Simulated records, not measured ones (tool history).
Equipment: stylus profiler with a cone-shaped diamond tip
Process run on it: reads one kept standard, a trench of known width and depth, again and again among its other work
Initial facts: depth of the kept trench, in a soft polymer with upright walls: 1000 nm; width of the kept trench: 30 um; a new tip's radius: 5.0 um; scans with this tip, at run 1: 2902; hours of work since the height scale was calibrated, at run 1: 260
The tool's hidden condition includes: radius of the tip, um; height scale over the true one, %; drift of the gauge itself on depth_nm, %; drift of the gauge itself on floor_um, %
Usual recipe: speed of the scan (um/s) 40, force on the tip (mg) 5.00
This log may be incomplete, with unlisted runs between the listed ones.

run,hour,speed of the scan (um/s),force on the tip (mg),scans with this tip,hours of work since the height scale was calibrated,depth of the trench (nm),width of the trench's floor (µm)
1,0.0,40,5.00,2902,260,1011.48,23.29
2,16.7,11,5.00,3034,272,1011.63,23.29
3,50.8,11,5.00,3304,296,1011.52,23.21
4,75.1,40,5.00,3496,313,1011.84,23.12
5,110.9,40,5.00,3780,339,1011.79,23.04
6,127.4,40,5.00,3910,350,1011.81,22.99
7,156.6,40,5.00,4141,371,1011.91,22.89
8,186.4,40,5.00,4377,392,1012.07,22.89
9,208.7,35,5.00,4554,408,1011.78,22.86
10,227.5,35,5.00,4703,422,1012.02,22.79
11,243.1,40,5.00,4826,433,1011.91,22.78
12,265.1,40,5.00,5001,448,1012.04,22.71
13,289.3,40,5.00,5192,465,1012.18,22.68
14,319.0,40,5.00,5427,486,1012.30,22.58
15,345.7,40,5.00,5638,505,1012.15,22.55
16,376.6,40,10.27,5883,527,1018.90,22.54
17,398.6,143,5.00,6057,543,1011.84,22.37
18,432.8,143,5.00,6328,567,1012.32,22.24
19,465.8,40,5.41,6589,591,1012.92,22.32
20,498.9,40,2.78,6851,614,1008.87,22.26
21,532.4,32,5.00,7116,638,1012.57,22.25
22,564.4,40,4.13,7369,660,1011.21,22.18
23,580.8,40,5.00,7499,672,1012.37,22.18
24,600.0,40,5.00,7651,686,1012.39,22.08
25,625.0,40,5.00,7848,703,1012.51,22.07
26,648.5,40,5.00,8035,720,1012.68,22.00
27,674.0,40,5.00,8237,738,1012.70,22.02
28,694.0,40,5.00,8395,752,1012.77,21.95
# hour 696.9: height scale calibrated on a step standard
29,723.5,23,5.00,8624,19,1014.20,21.90
30,744.0,13,2.36,8787,33,1009.60,21.94
31,772.4,40,1.70,9012,54,1008.86,21.73
32,791.9,41,5.32,9165,67,1014.50,21.85
33,812.1,82,6.62,9326,82,1016.29,21.71
34,831.3,82,6.62,9478,95,1016.47,21.67
35,860.3,18,8.38,9707,116,1018.81,21.74
# hour 884.9: height scale calibrated on a step standard, once more
36,894.3,70,3.46,9972,7,1008.39,21.48
37,909.0,96,1.93,10089,17,1005.68,21.41
38,939.1,96,1.93,10327,38,1005.70,21.36
39,956.3,96,1.93,10463,51,1005.48,21.35
40,975.4,96,1.93,10614,64,1005.76,21.31
41,991.9,40,1.80,10744,76,1005.97,21.41
42,1010.3,59,5.47,10891,89,1011.60,21.40
43,1039.0,59,5.47,11118,109,1011.32,21.29
44,1067.6,10,5.00,11343,130,1010.95,21.35
45,1102.9,10,5.00,11623,155,1011.06,21.27

For some of the steps in depth of the trench (nm) from one run to the next: how much would appear even if the tool had no hidden state, given the settings, what came in and random variation, and how much remains for the hidden state plus any gauge scatter that the measured result and the result without hidden state don't share?
Run 15 -> 16: force on the tip (mg) 5.00 -> 10.27. depth of the trench (nm) +6.75: hidden state +0.07, all else +6.68.
Run 16 -> 17: speed of the scan (um/s) 40 -> 143, force on the tip (mg) 10.27 -> 5.00. depth of the trench (nm) -7.06: hidden state +0.02, all else -7.08.
Run 28 -> 29: speed of the scan (um/s) 40 -> 23, height scale calibrated on a step standard. depth of the trench (nm) +1.43: hidden state +1.31, all else +0.12.
Run 35 -> 36: speed of the scan (um/s) 18 -> 70, force on the tip (mg) 8.38 -> 3.46, height scale calibrated on a step standard, once more. depth of the trench (nm) -10.42: hidden state -3.79, all else -6.63.
